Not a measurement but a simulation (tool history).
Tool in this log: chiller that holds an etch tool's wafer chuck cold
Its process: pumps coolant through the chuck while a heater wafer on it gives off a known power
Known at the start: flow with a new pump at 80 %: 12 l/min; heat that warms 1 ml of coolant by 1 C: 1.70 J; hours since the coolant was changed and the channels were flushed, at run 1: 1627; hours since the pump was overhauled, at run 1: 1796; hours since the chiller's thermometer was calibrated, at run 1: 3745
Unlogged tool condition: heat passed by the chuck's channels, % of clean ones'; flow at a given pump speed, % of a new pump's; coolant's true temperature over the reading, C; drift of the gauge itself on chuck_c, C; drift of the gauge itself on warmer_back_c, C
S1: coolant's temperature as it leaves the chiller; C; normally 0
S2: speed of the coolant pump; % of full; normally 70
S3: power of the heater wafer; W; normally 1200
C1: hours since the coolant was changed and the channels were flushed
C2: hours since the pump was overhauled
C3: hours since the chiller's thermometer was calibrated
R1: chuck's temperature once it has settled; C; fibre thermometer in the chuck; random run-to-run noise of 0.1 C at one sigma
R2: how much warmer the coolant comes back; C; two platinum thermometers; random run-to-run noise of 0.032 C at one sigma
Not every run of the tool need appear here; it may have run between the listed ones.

{"run": 1, "hour": 0.0, "S1": 0, "S2": 70, "S3": 1200, "C1": 1627, "C2": 1796, "C3": 3745, "R1": 9.3, "R2": 4.02}
{"run": 2, "hour": 25.7, "S1": 0, "S2": 70, "S3": 1200, "C1": 1653, "C2": 1821, "C3": 3770, "R1": 9.4, "R2": 4.05}
{"run": 3, "hour": 64.6, "S1": 0, "S2": 70, "S3": 1200, "C1": 1692, "C2": 1860, "C3": 3809, "R1": 9.3, "R2": 3.99}
{"run": 4, "hour": 100.2, "S1": 0, "S2": 70, "S3": 1200, "C1": 1727, "C2": 1896, "C3": 3845, "R1": 9.5, "R2": 3.98}
{"run": 5, "hour": 123.2, "S1": 0, "S2": 70, "S3": 1200, "C1": 1750, "C2": 1919, "C3": 3868, "R1": 9.3, "R2": 4.01}
{"run": 6, "hour": 145.9, "S1": 0, "S2": 70, "S3": 795, "C1": 1773, "C2": 1941, "C3": 3891, "R1": 6, "R2": 2.62}
{"run": 7, "hour": 178.0, "S1": 0, "S2": 70, "S3": 1342, "C1": 1805, "C2": 1974, "C3": 3923, "R1": 10.3, "R2": 4.4}
{"run": 8, "hour": 214.0, "S1": -10, "S2": 70, "S3": 1342, "C1": 1841, "C2": 2009, "C3": 3959, "R1": 0.3, "R2": 4.34}
{"run": 9, "hour": 250.1, "S1": 0, "S2": 81, "S3": 1200, "C1": 1877, "C2": 2046, "C3": 3995, "R1": 8.4, "R2": 3.33}
{"run": 10, "hour": 296.5, "S1": 0, "S2": 81, "S3": 1200, "C1": 1924, "C2": 2092, "C3": 4041, "R1": 8.3, "R2": 3.35}
{"run": 11, "hour": 325.0, "S1": 0, "S2": 81, "S3": 1200, "C1": 1952, "C2": 2120, "C3": 4070, "R1": 8.2, "R2": 3.33}
{"run": 12, "hour": 356.8, "S1": 0, "S2": 72, "S3": 1200, "C1": 1984, "C2": 2152, "C3": 4102, "R1": 9.2, "R2": 3.78}
{"run": 13, "hour": 393.1, "S1": 0, "S2": 76, "S3": 1200, "C1": 2020, "C2": 2189, "C3": 4138, "R1": 8.8, "R2": 3.48}
{"run": 14, "hour": 413.1, "S1": 0, "S2": 76, "S3": 1200, "C1": 2040, "C2": 2209, "C3": 4158, "R1": 8.6, "R2": 3.5}
{"run": 15, "hour": 433.9, "S1": 9, "S2": 76, "S3": 1200, "C1": 2061, "C2": 2229, "C3": 4179, "R1": 17.8, "R2": 3.57}
{"run": 16, "hour": 456.2, "S1": 9, "S2": 76, "S3": 1200, "C1": 2083, "C2": 2252, "C3": 4201, "R1": 17.7, "R2": 3.52}
{"run": 17, "hour": 496.7, "S1": 0, "S2": 60, "S3": 1262, "C1": 2124, "C2": 2292, "C3": 4241, "R1": 11.2, "R2": 4.72}
{"run": 18, "hour": 517.1, "S1": -9, "S2": 61, "S3": 1391, "C1": 2144, "C2": 2313, "C3": 4262, "R1": 3.3, "R2": 5.09}
{"run": 19, "hour": 560.5, "S1": -9, "S2": 61, "S3": 1391, "C1": 2188, "C2": 2356, "C3": 4305, "R1": 3.1, "R2": 5.1}

Forecast run 20:
{"run": 20, "hour": 594.4, "S1": 1, "S2": 61, "S3": 1717, "C1": 2222, "C2": 2390, "C3": 4339, "R1": "?", "R2": "?"}

Run 20 produced R1 16 C, R2 6.27 C.
Take away the tool's hidden state, keep the run-to-run variation as it was, and the same run would have given R1 15.9 C, R2 6.57 C.
